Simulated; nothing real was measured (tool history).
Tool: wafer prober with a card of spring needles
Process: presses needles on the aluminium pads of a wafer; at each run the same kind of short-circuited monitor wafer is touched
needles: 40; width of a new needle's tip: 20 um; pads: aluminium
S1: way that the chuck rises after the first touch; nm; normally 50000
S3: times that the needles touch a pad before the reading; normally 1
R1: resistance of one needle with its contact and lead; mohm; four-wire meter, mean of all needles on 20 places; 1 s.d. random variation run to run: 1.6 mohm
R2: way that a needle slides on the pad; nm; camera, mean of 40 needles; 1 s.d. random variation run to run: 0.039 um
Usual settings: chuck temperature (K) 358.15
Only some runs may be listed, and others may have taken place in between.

run 1 hour=0 | S1=50000 chuck_temperature_(K)=358.15 S3=1 | R1=171 R2=12960
-- hour=17 tips cleaned on abrasive film
-- hour=36.6 tips cleaned on abrasive film
run 2 hour=36.6 | S1=50000 chuck_temperature_(K)=358.15 S3=1 | R1=154 R2=12880
-- hour=54.4 tips cleaned on abrasive film
run 3 hour=56.7 | S1=50000 chuck_temperature_(K)=358.15 S3=1 | R1=169 R2=12960
-- hour=73.2 tips cleaned on abrasive film
-- hour=91.5 tips cleaned on abrasive film
run 4 hour=93.5 | S1=50000 chuck_temperature_(K)=358.15 S3=1 | R1=170 R2=12840
-- hour=111.1 tips cleaned on abrasive film
run 5 hour=118.8 | S1=50000 chuck_temperature_(K)=358.15 S3=1 | R1=189 R2=12780
-- hour=132.1 tips cleaned on abrasive film
-- hour=151.8 tips cleaned on abrasive film
run 6 hour=159.9 | S1=50000 chuck_temperature_(K)=302.15 S3=1 | R1=187 R2=12820
-- hour=170.6 tips cleaned on abrasive film
-- hour=189.9 tips cleaned on abrasive film
run 7 hour=193.4 | S1=44000 chuck_temperature_(K)=358.15 S3=1 | R1=183 R2=11220
-- hour=210.7 tips cleaned on abrasive film
run 8 hour=214.7 | S1=50000 chuck_temperature_(K)=376.15 S3=1 | R1=180 R2=12820
-- hour=230.3 tips cleaned on abrasive film
run 9 hour=234.4 | S1=50000 chuck_temperature_(K)=376.15 S3=1 | R1=183 R2=12830
-- hour=243.5 height of the first contact set anew
-- hour=250.8 tips cleaned on abrasive film
run 10 hour=265.6 | S1=50000 chuck_temperature_(K)=376.15 S3=1 | R1=212 R2=13090
-- hour=269.4 tips cleaned on abrasive film
-- hour=289.6 tips cleaned on abrasive film
run 11 hour=295.4 | S1=50000 chuck_temperature_(K)=358.15 S3=2 | R1=173 R2=13010
-- hour=308.7 tips cleaned on abrasive film
-- hour=330.6 tips cleaned on abrasive film
run 12 hour=336.1 | S1=50000 chuck_temperature_(K)=358.15 S3=2 | R1=173 R2=13040
-- hour=351.2 tips cleaned on abrasive film
run 13 hour=356.7 | S1=50000 chuck_temperature_(K)=358.15 S3=1 | R1=185 R2=13060
-- hour=370.8 tips cleaned on abrasive film
-- hour=390.5 tips cleaned on abrasive film
run 14 hour=398.4 | S1=50000 chuck_temperature_(K)=358.15 S3=1 | R1=197 R2=12980
-- hour=409.3 tips cleaned on abrasive film
run 15 hour=417.7 | S1=50000 chuck_temperature_(K)=358.15 S3=1 | R1=196 R2=12900
-- hour=430.4 tips cleaned on abrasive film
run 16 hour=446.5 | S1=50000 chuck_temperature_(K)=358.15 S3=1 | R1=212 R2=12980
-- hour=450.6 tips cleaned on abrasive film
-- hour=472.1 tips cleaned on abrasive film
run 17 hour=489.2 | S1=50000 chuck_temperature_(K)=315.15 S3=3 | R1=166 R2=13020
-- hour=492.8 tips cleaned on abrasive film
-- hour=511.5 tips cleaned on abrasive film
run 18 hour=529 | S1=50000 chuck_temperature_(K)=321.15 S3=1 | R1=208 R2=12980
-- hour=531.2 tips cleaned on abrasive film
-- hour=550.1 tips cleaned on abrasive film
-- hour=569.8 tips cleaned on abrasive film
run 19 hour=569.8 | S1=47000 chuck_temperature_(K)=338.15 S3=2 | R1=154 R2=12100
-- hour=588.6 tips cleaned on abrasive film
-- hour=608.4 tips cleaned on abrasive film
run 20 hour=614.1 | S1=47000 chuck_temperature_(K)=338.15 S3=2 | R1=175 R2=12080
-- hour=628.6 tips cleaned on abrasive film
run 21 hour=633.6 | S1=47000 chuck_temperature_(K)=310.15 S3=1 | R1=184 R2=12070
-- hour=647.5 tips cleaned on abrasive film
-- hour=667.5 tips cleaned on abrasive film
run 22 hour=672.9 | S1=31000 chuck_temperature_(K)=358.15 S3=1 | R1=253 R2=7920
-- hour=685.5 tips cleaned on abrasive film
-- hour=705.1 tips cleaned on abrasive film
run 23 hour=705.6 | S1=31000 chuck_temperature_(K)=358.15 S3=1 | R1=188 R2=7810
-- hour=723.2 tips cleaned on abrasive film
-- hour=742.2 tips cleaned on abrasive film
run 24 hour=746.2 | S1=30000 chuck_temperature_(K)=385.15 S3=3 | R1=193 R2=7610
-- hour=761.3 tips cleaned on abrasive film
-- hour=780.4 tips cleaned on abrasive film
-- hour=780.7 height of the first contact set anew
run 25 hour=786.9 | S1=46000 chuck_temperature_(K)=305.15 S3=3 | R1=160 R2=12020
-- hour=800.4 tips cleaned on abrasive film
-- hour=818.4 tips cleaned on abrasive film
run 26 hour=818.5 | S1=49000 chuck_temperature_(K)=335.15 S3=2 | R1=153 R2=12800
-- hour=836.4 tips cleaned on abrasive film
-- hour=854.4 tips cleaned on abrasive film
run 27 hour=855.2 | S1=49000 chuck_temperature_(K)=335.15 S3=2 | R1=157 R2=12730

For run 28, what comes out?
-- hour=873.5 tips cleaned on abrasive film
-- hour=893.2 tips cleaned on abrasive film
run 28 hour=899.4 | S1=38000 chuck_temperature_(K)=366.15 S3=1 | R1=? R2=?

R1: 224 mohm
R2: 9930 nm
With no hidden state in the tool, this same run would have given R1 158 mohm, R2 10000 nm.
